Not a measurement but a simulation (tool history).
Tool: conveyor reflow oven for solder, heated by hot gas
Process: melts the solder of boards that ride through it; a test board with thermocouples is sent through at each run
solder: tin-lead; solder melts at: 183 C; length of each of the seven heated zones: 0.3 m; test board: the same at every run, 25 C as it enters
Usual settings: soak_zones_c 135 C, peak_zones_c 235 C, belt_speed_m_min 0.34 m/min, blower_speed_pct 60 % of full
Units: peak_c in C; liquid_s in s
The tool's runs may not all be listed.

| run | hour | soak_zones_c | peak_zones_c | belt_speed_m_min | blower_speed_pct | peak_c | liquid_s |
|---|---|---|---|---|---|---|---|
| 1 | 0 | 135 | 235 | 0.34 | 60 | 211.97 | 70.5 |
| 2 | 13.3 | 135 | 235 | 0.34 | 60 | 211.95 | 70.2 |
| 3 | 21.3 | 135 | 235 | 0.34 | 60 | 211.97 | 70.3 |
| 4 | 35.3 | 135 | 235 | 0.34 | 60 | 211.9 | 70.5 |
| 5 | 42.8 | 135 | 235 | 0.34 | 60 | 211.95 | 69.7 |
| 6 | 49.2 | 135 | 235 | 0.34 | 60 | 211.85 | 69.8 |
| 7 | 61.2 | 135 | 235 | 0.34 | 60 | 211.93 | 70.5 |
| 8 | 70.9 | 135 | 235 | 0.34 | 60 | 211.92 | 70 |
|  | 80.3 | flux residue cleaned out of gas plates and filters |
| 9 | 84.7 | 135 | 235 | 0.34 | 60 | 212.98 | 71.9 |
| 10 | 96.4 | 146 | 235 | 0.34 | 60 | 215.6 | 81.6 |
| 11 | 107.2 | 146 | 235 | 0.34 | 60 | 215.61 | 80.9 |
| 12 | 117.5 | 146 | 235 | 0.34 | 56 | 214 | 78.7 |
| 13 | 127.4 | 146 | 235 | 0.34 | 56 | 214.03 | 78.8 |
| 14 | 140.8 | 125 | 248 | 0.331 | 53 | 219.66 | 77 |
| 15 | 147.5 | 125 | 229 | 0.3 | 53 | 207.68 | 69 |
| 16 | 156.4 | 135 | 235 | 0.277 | 68 | 222.42 | 103.9 |
| 17 | 167.8 | 128 | 239 | 0.374 | 56 | 208.54 | 55.5 |
| 18 | 173.5 | 148 | 239 | 0.324 | 75 | 225.36 | 97.8 |
| 19 | 180.9 | 135 | 228 | 0.392 | 54 | 198.72 | 39.4 |
| 20 | 189.6 | 135 | 228 | 0.392 | 54 | 198.76 | 39.6 |
| 21 | 198.5 | 135 | 246 | 0.353 | 57 | 219.34 | 76.1 |
| 22 | 204.8 | 131 | 235 | 0.34 | 69 | 215.35 | 73.6 |

Run 23 comes next. What will it give?
| 23 | 212.7 | 131 | 235 | 0.34 | 69 | ? | ? |

{"run 23": {"peak_c": 215.4, "liquid_s": 74.3}}
Without the tool's hidden state the same run would have given peak_c 215.08 C, liquid_s 73.5 s.
